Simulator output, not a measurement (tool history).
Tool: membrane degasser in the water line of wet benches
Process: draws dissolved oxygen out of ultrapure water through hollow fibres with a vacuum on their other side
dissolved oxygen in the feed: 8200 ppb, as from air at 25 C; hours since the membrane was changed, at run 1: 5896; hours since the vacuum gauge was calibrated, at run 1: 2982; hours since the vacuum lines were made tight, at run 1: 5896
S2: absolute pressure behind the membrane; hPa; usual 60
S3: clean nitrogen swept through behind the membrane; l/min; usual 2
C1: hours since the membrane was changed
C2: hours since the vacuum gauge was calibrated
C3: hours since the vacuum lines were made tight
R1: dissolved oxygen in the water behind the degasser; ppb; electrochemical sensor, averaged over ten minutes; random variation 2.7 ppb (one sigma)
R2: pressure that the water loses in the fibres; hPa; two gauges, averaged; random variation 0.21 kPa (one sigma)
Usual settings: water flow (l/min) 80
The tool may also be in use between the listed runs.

{"run": 1, "hour": 0.0, "water flow (l/min)": 80, "S2": 60, "S3": 2, "C1": 5896, "C2": 2982, "C3": 5896, "R1": 276.6, "R2": 502}
{"run": 2, "hour": 111.9, "water flow (l/min)": 80, "S2": 60, "S3": 2, "C1": 6008, "C2": 3094, "C3": 6008, "R1": 282.8, "R2": 498.4}
{"run": 3, "hour": 271.5, "water flow (l/min)": 80, "S2": 60, "S3": 2, "C1": 6168, "C2": 3254, "C3": 6168, "R1": 284.3, "R2": 501.5}
{"run": 4, "hour": 388.5, "water flow (l/min)": 80, "S2": 60, "S3": 2, "C1": 6285, "C2": 3371, "C3": 6285, "R1": 284.9, "R2": 502.7}
{"run": 5, "hour": 465.3, "water flow (l/min)": 80, "S2": 60, "S3": 3.55, "C1": 6362, "C2": 3448, "C3": 6362, "R1": 195.3, "R2": 500}
{"hour": 476.9, "done": "vacuum gauge calibrated"}
{"run": 6, "hour": 602.5, "water flow (l/min)": 80, "S2": 60, "S3": 3.55, "C1": 6498, "C2": 126, "C3": 6498, "R1": 199.5, "R2": 500.2}
{"run": 7, "hour": 738.0, "water flow (l/min)": 80, "S2": 60, "S3": 3.55, "C1": 6634, "C2": 261, "C3": 6634, "R1": 199.9, "R2": 501.1}
{"run": 8, "hour": 810.9, "water flow (l/min)": 80, "S2": 60, "S3": 3.55, "C1": 6707, "C2": 334, "C3": 6707, "R1": 198.7, "R2": 499.2}
{"hour": 906.4, "done": "seals of the vacuum lines changed"}
{"run": 9, "hour": 932.5, "water flow (l/min)": 80, "S2": 110.5, "S3": 2, "C1": 6826, "C2": 454, "C3": 26, "R1": 651.8, "R2": 501.5}
{"run": 10, "hour": 1017.6, "water flow (l/min)": 51, "S2": 95, "S3": 2.29, "C1": 6911, "C2": 539, "C3": 111, "R1": 333.9, "R2": 319.2}
{"run": 11, "hour": 1178.1, "water flow (l/min)": 51, "S2": 95, "S3": 2.29, "C1": 7072, "C2": 699, "C3": 272, "R1": 333.9, "R2": 320.8}
{"run": 12, "hour": 1328.6, "water flow (l/min)": 51, "S2": 95, "S3": 2.29, "C1": 7222, "C2": 850, "C3": 422, "R1": 326.3, "R2": 320.9}
{"hour": 1391.7, "done": "vacuum gauge calibrated, once more"}
{"run": 13, "hour": 1493.8, "water flow (l/min)": 48, "S2": 50.8, "S3": 3.33, "C1": 7387, "C2": 102, "C3": 587, "R1": 84.9, "R2": 300.5}
{"run": 14, "hour": 1636.2, "water flow (l/min)": 91, "S2": 75.8, "S3": 1.82, "C1": 7529, "C2": 245, "C3": 729, "R1": 474, "R2": 575}
{"run": 15, "hour": 1721.3, "water flow (l/min)": 91, "S2": 75.8, "S3": 1.82, "C1": 7615, "C2": 330, "C3": 814, "R1": 470.3, "R2": 570}
{"run": 16, "hour": 1810.6, "water flow (l/min)": 61, "S2": 115.8, "S3": 5.66, "C1": 7704, "C2": 419, "C3": 904, "R1": 236.1, "R2": 382.9}

4 ways to go on from here, each from the tool as it stands after run 16. What would each give?
{"run": "A", "hour": 1931.8, "water flow (l/min)": 61, "S2": 61.5, "S3": 0.85, "C1": 7825, "C2": 540, "C3": 1025, "R1": "?", "R2": "?"}
{"run": "B", "hour": 1931.8, "water flow (l/min)": 80, "S2": 44.3, "S3": 5.05, "C1": 7825, "C2": 540, "C3": 1025, "R1": "?", "R2": "?"}
{"run": "C", "hour": 1931.8, "water flow (l/min)": 125, "S2": 80.1, "S3": 5.66, "C1": 7825, "C2": 540, "C3": 1025, "R1": "?", "R2": "?"}
{"run": "D", "hour": 1931.8, "water flow (l/min)": 59, "S2": 102.4, "S3": 2.73, "C1": 7825, "C2": 540, "C3": 1025, "R1": "?", "R2": "?"}

run=A R1=392.1 R2=386.2
run=B R1=103.8 R2=508.2
run=C R1=347.6 R2=784.2
run=D R1=351 R2=369.8
Without the tool's hidden state the same runs would have given:
run=A R1=384.1 R2=373.8
run=B R1=94.1 R2=491.8
run=C R1=331.2 R2=758.9
run=D R1=344.7 R2=357.8
